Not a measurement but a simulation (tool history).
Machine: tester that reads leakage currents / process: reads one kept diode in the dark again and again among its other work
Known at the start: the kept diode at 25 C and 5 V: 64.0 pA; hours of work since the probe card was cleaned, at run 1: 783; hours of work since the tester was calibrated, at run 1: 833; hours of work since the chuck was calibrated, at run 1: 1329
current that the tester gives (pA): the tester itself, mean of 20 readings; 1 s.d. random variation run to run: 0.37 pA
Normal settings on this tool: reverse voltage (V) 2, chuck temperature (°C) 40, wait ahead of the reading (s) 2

run	hour	reverse voltage (V)	chuck temperature (°C)	wait ahead of the reading (s)	hours of work since the probe card was cleaned	hours of work since the tester was calibrated	hours of work since the chuck was calibrated	current that the tester gives (pA)
1	0	2	40	2	783	833	1329	113.56
2	87.5	2	40	2	818	869	1364	112.89
3	182.4	2	26	2	856	907	1403	43.04
4	270.6	2	26	2	892	943	1438	42.74
5	312.9	13.97	40	2	909	960	1456	266.49
6	362.2	2	40	2	929	980	1476	112.84
7	445.1	2	40	2	963	1014	1509	112.06
8	511.1	2.85	40	2	990	1041	1536	130.96
9	588.7	2.85	40	2	1021	1072	1567	130.96
10	669.7	2.85	40	2	1054	1105	1600	130.42
11	759.8	3.29	40	2	1091	1142	1637	139.55
12	849.8	2	25	2	1127	1178	1673	39.39
13	911.8	2	40	2	1152	1203	1698	110.6
14	977.2	2	40	3.81	1179	1230	1725	110.54
15	1046.1	2	40	3.81	1207	1258	1753	110.3
16	1131.2	2	40	3.81	1241	1292	1787	110.46
17	1191.5	2	40	3.81	1266	1317	1812	110.71
18	1242.1	7.9	35	1.09	1286	1337	1832	148.2
19	1290.3	1.07	23	6.69	1306	1357	1852	25.3
20	1366.6	1.07	23	6.69	1337	1388	1883	25.27
# hour 1387.4: probe card cleaned and baked
21	1422	8.25	22	1.9	14	1409	1904	57.1
22	1500.1	2	40	0.54	46	1441	1936	108.65
23	1588.1	2	40	0.54	81	1476	1972	109.16
24	1664.1	2	40	0.68	112	1507	2002	108.83
25	1723	1.69	36	6.79	136	1531	2026	76.39
26	1801.6	5.26	54	6.79	168	1563	2058	402.44
27	1847.4	1.52	29	2	187	1581	2077	44.59
28	1925.9	2	20	0.71	218	1613	2109	26.43
29	1995.6	2	20	0.71	247	1641	2137	26.36
30	2053.1	2	49	2	270	1665	2160	191.94
31	2124.1	1.43	40	0.37	299	1694	2189	93.39
32	2185.1	1.43	38	7.07	323	1718	2214	80.11
33	2273.2	4.47	50	7.07	359	1754	2249	289.14
34	2352.6	2	47	5.26	391	1786	2282	167.56

Alternative continuations, all from the tool just after run 34; predict every row:
A	2393.7	1.2	32	2.03	408	1803	2298	?
B	2393.7	12.99	31	0.46	408	1803	2298	?
C	2393.7	5.21	31	4.79	408	1803	2298	?
D	2393.7	3.14	47	2.2	408	1803	2298	?

run	current that the tester gives (pA)
A	49.25
B	138.99
C	86.45
D	204.1
With the hidden condition removed and each run's random variation left untouched, the same runs would have given:
run	current that the tester gives (pA)
A	57.6
B	159.21
C	100.57
D	235.83
